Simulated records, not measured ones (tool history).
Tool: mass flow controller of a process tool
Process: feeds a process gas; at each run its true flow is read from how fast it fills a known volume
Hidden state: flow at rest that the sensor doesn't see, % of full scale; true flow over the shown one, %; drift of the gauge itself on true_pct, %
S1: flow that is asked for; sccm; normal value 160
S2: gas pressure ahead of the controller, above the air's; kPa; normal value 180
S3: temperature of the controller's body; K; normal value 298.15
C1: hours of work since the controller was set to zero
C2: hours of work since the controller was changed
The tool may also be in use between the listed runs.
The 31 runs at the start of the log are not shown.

{"run": 32, "hour": 9401.0, "S1": 110, "S2": 243, "S3": 303.15, "C1": 775, "C2": 775, "true flow (%)": 100.24}
{"hour": 9572.3, "done": "gauge calibrated"}
{"run": 33, "hour": 9610.2, "S1": 22, "S2": 243, "S3": 303.15, "C1": 842, "C2": 842, "true flow (%)": 98.2}
{"run": 34, "hour": 9794.8, "S1": 44, "S2": 272, "S3": 306.15, "C1": 902, "C2": 902, "true flow (%)": 98.23}
{"run": 35, "hour": 10034.4, "S1": 59, "S2": 146, "S3": 296.15, "C1": 979, "C2": 979, "true flow (%)": 99.03}
{"run": 36, "hour": 10304.7, "S1": 59, "S2": 146, "S3": 296.15, "C1": 1066, "C2": 1066, "true flow (%)": 99.24}
{"run": 37, "hour": 10735.7, "S1": 27, "S2": 222, "S3": 294.15, "C1": 1205, "C2": 1205, "true flow (%)": 98.94}
{"run": 38, "hour": 11059.3, "S1": 27, "S2": 222, "S3": 294.15, "C1": 1309, "C2": 1309, "true flow (%)": 99.05}
{"run": 39, "hour": 11434.0, "S1": 27, "S2": 222, "S3": 294.15, "C1": 1430, "C2": 1430, "true flow (%)": 99.2}
{"run": 40, "hour": 11803.7, "S1": 160, "S2": 180, "S3": 303.15, "C1": 1549, "C2": 1549, "true flow (%)": 100.41}
{"run": 41, "hour": 12113.8, "S1": 53, "S2": 180, "S3": 298.15, "C1": 1649, "C2": 1649, "true flow (%)": 99.56}
{"run": 42, "hour": 12311.9, "S1": 53, "S2": 180, "S3": 298.15, "C1": 1713, "C2": 1713, "true flow (%)": 99.68}
{"run": 43, "hour": 12531.9, "S1": 53, "S2": 218, "S3": 298.15, "C1": 1784, "C2": 1784, "true flow (%)": 99.59}
{"run": 44, "hour": 12965.6, "S1": 92, "S2": 241, "S3": 309.15, "C1": 1924, "C2": 1924, "true flow (%)": 99.75}
{"run": 45, "hour": 13152.0, "S1": 80, "S2": 203, "S3": 301.15, "C1": 1984, "C2": 1984, "true flow (%)": 100.09}
{"run": 46, "hour": 13387.2, "S1": 80, "S2": 203, "S3": 301.15, "C1": 2059, "C2": 2059, "true flow (%)": 100.05}

Expected results for the next run?
{"run": 47, "hour": 13583.7, "S1": 80, "S2": 203, "S3": 301.15, "C1": 2123, "C2": 2123, "true flow (%)": "?"}

true flow (%): 100.12
The same run, on a tool lacking any hidden state, would have yielded true flow (%) 98.8.

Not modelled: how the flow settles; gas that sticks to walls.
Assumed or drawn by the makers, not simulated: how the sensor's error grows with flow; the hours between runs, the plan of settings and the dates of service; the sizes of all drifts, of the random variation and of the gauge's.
